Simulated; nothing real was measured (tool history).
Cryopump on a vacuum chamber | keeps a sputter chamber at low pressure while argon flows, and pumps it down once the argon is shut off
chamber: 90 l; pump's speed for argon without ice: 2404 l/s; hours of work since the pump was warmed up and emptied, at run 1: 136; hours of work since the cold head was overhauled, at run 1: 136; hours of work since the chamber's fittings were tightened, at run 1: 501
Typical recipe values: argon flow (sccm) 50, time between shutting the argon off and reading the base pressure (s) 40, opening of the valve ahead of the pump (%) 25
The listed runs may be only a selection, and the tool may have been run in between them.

run,hour,argon flow (sccm),time between shutting the argon off and reading the base pressure (s),opening of the valve ahead of the pump (%),hours of work since the pump was warmed up and emptied,hours of work since the cold head was overhauled,hours of work since the chamber's fittings were tightened,pressure while argon flows (Pa),pressure after the wait (uPa)
1,0,50,40,25,136,136,501,0.1436,1.62
2,12.9,50,40,25,144,144,509,0.1419,1.58
3,22.3,50,32,25,150,150,515,0.144,1.84
4,42.7,35,40,25,162,162,527,0.0999,1.56
5,54.3,50,40,25,170,170,534,0.143,1.57
6,75.2,50,40,25,182,182,547,0.1435,1.57
7,94.3,50,40,25,194,194,559,0.1428,1.58
8,107.7,50,40,25,202,202,567,0.1433,1.55
9,130.5,50,40,25,216,216,581,0.144,1.56
10,151.6,50,40,25,229,229,594,0.1428,1.6
11,170.8,50,40,25,241,241,606,0.1457,1.63
12,188.1,50,40,25,252,252,617,0.1445,1.63
13,198.4,85,40,25,258,258,623,0.2469,1.65
14,215.9,85,40,25,269,269,634,0.2433,1.65
15,228,85,40,25,276,276,641,0.2481,1.65
16,250.7,85,40,25,290,290,655,0.246,1.69
17,273.6,49,100,27,304,304,669,0.1312,0.98
18,288.2,49,100,48,313,313,678,0.0767,0.99
19,305.3,45,22,20,324,324,689,0.1631,2.65
20,319.1,50,102,53,332,332,697,0.0714,1
21,335.1,50,72,55,342,342,707,0.0691,1.16
22,351.6,49,60,17,352,352,717,0.2082,1.37
23,368.8,39,40,25,363,363,728,0.1149,1.78
24,379.5,64,183,17,370,370,734,0.2711,0.75
25,399.2,59,40,21,382,382,746,0.2041,1.75
26,408.8,59,40,21,388,388,752,0.2037,1.76
27,427.5,54,33,46,399,399,764,0.0885,1.94
28,443.2,54,33,46,409,409,773,0.0885,1.98
29,452.6,54,33,46,414,414,779,0.0886,2.01
30,466.6,50,64,25,423,423,788,0.1469,1.3

Measured result minus the same run's result without the hidden state. Both carry the same run-to-run variation, though not necessarily the same gauge scatter:
Unlogged tool condition in this case: pump's speed, % of a pump's without ice; cold plate's temperature, K; leak into the chamber, uPa l/s; drift of the gauge itself on working_pa, %; drift of the gauge itself on base_upa, %.
run,pressure while argon flows (Pa),pressure after the wait (uPa)
1,+0.002,+0.27
2,+0.002,+0.28
3,+0.0022,+0.27
4,+0.0016,+0.28
5,+0.0024,+0.28
6,+0.0025,+0.3
7,+0.0027,+0.3
8,+0.0028,+0.3
9,+0.003,+0.32
10,+0.0031,+0.32
11,+0.0034,+0.33
12,+0.0035,+0.34
13,+0.0061,+0.35
14,+0.0062,+0.35
15,+0.0066,+0.36
16,+0.0068,+0.36
17,+0.0042,+0.38
18,+0.0043,+0.39
19,+0.0041,+0.39
20,+0.0047,+0.4
21,+0.0048,+0.4
22,+0.0049,+0.42
23,+0.004,+0.43
24,+0.0067,+0.43
25,+0.0064,+0.44
26,+0.0065,+0.44
27,+0.0061,+0.43
28,+0.0063,+0.45
29,+0.0064,+0.47
30,+0.006,+0.46
